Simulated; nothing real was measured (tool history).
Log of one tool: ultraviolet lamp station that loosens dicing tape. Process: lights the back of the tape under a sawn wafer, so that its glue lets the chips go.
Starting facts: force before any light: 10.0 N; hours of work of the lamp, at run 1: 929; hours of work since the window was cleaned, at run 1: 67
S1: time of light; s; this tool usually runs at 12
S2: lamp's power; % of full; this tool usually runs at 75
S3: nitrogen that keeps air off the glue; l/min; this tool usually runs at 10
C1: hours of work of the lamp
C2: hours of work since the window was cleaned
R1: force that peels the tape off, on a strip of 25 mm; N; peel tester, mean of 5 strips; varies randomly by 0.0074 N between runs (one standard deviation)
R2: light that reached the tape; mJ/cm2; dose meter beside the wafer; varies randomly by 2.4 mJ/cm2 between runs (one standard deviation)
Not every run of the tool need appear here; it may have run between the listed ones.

| run | hour | S1 | S2 | S3 | C1 | C2 | R1 | R2 |
|---|---|---|---|---|---|---|---|---|
| 1 | 0 | 12 | 75 | 10 | 929 | 67 | 0.421 | 225 |
| 2 | 79.8 | 12 | 75 | 10 | 991 | 128 | 0.434 | 218 |
| 3 | 151.9 | 12 | 75 | 10 | 1046 | 183 | 0.488 | 214 |
| 4 | 190.3 | 12 | 75 | 10 | 1075 | 212 | 0.487 | 207 |
| 5 | 238.8 | 12 | 75 | 15 | 1112 | 250 | 0.434 | 203 |
| 6 | 276.6 | 12 | 75 | 15 | 1141 | 279 | 0.448 | 199 |
| 7 | 341.4 | 12 | 75 | 10 | 1191 | 328 | 0.584 | 197 |
| 8 | 395.8 | 12 | 75 | 10 | 1233 | 370 | 0.608 | 195 |
| 9 | 469.4 | 12 | 75 | 10 | 1289 | 426 | 0.672 | 185 |
| 10 | 547 | 12 | 75 | 10 | 1349 | 486 | 0.725 | 180 |
|  | 583.4 | window cleaned of glue's vapour |
| 11 | 611.2 | 12 | 75 | 10 | 1398 | 21 | 1.064 | 146 |
| 12 | 687.8 | 12 | 75 | 10 | 1456 | 80 | 1.154 | 143 |
| 13 | 769 | 15 | 75 | 10 | 1519 | 142 | 0.78 | 174 |
| 14 | 822.1 | 15 | 75 | 10 | 1559 | 183 | 0.844 | 165 |
|  | 844.1 | window cleaned of glue's vapour, once more |
| 15 | 912.7 | 12 | 75 | 10 | 1628 | 53 | 0.561 | 200 |
| 16 | 1001.7 | 12 | 75 | 10 | 1697 | 121 | 0.604 | 191 |
| 17 | 1082.4 | 12 | 65 | 6 | 1758 | 183 | 1.113 | 163 |
|  | 1091.7 | lamp changed |
| 18 | 1153.5 | 12 | 65 | 6 | 47 | 236 | 0.596 | 219 |
| 19 | 1238.2 | 19 | 72 | 13 | 112 | 301 | 0.193 | 369 |
| 20 | 1330.4 | 19 | 72 | 13 | 183 | 372 | 0.187 | 358 |
| 21 | 1369.1 | 16 | 75 | 5 | 213 | 402 | 0.313 | 310 |
| 22 | 1456.7 | 14 | 75 | 15 | 280 | 469 | 0.277 | 261 |
|  | 1516.3 | window cleaned of glue's vapour |
| 23 | 1541.6 | 9 | 75 | 10 | 345 | 19 | 0.604 | 195 |
| 24 | 1624.8 | 9 | 63 | 10 | 408 | 83 | 0.921 | 160 |
| 25 | 1688.4 | 10 | 70 | 10 | 457 | 132 | 0.647 | 191 |
| 26 | 1741.5 | 12 | 70 | 8 | 498 | 173 | 0.494 | 222 |
| 27 | 1813.7 | 8 | 75 | 10 | 553 | 228 | 0.964 | 154 |
| 28 | 1894.2 | 11 | 68 | 10 | 615 | 290 | 0.692 | 185 |
| 29 | 1970.8 | 11 | 68 | 10 | 674 | 348 | 0.709 | 179 |
| 30 | 2045.6 | 7 | 75 | 10 | 731 | 406 | 1.535 | 124 |

Some steps in R1, run to run, broken into two amounts with sign: the step expected even without the hidden condition (settings, incoming material, random variation), and the rest, left for the hidden condition together with whatever gauge scatter is not in both the measured and the hidden-condition-free result:
Unlogged tool condition in this case: lamp's light, % of a new lamp's; light that the window lets through, % of a clean one's; drift of the gauge itself on peel_n, %; drift of the gauge itself on dose_mj_cm2, %.
Run 14 -> 15: S1 15 -> 12, window cleaned of glue's vapour, once more. R1 -0.283 N: hidden state -0.35, all else +0.067.
Run 16 -> 17: S2 75 -> 65, S3 10 -> 6. R1 +0.509 N: hidden state +0.327, all else +0.182.
Run 17 -> 18: lamp changed. R1 -0.517 N: hidden state -0.544, all else +0.027.
Run 29 -> 30: S1 11 -> 7, S2 68 -> 75. R1 +0.826 N: hidden state +0.36, all else +0.466.
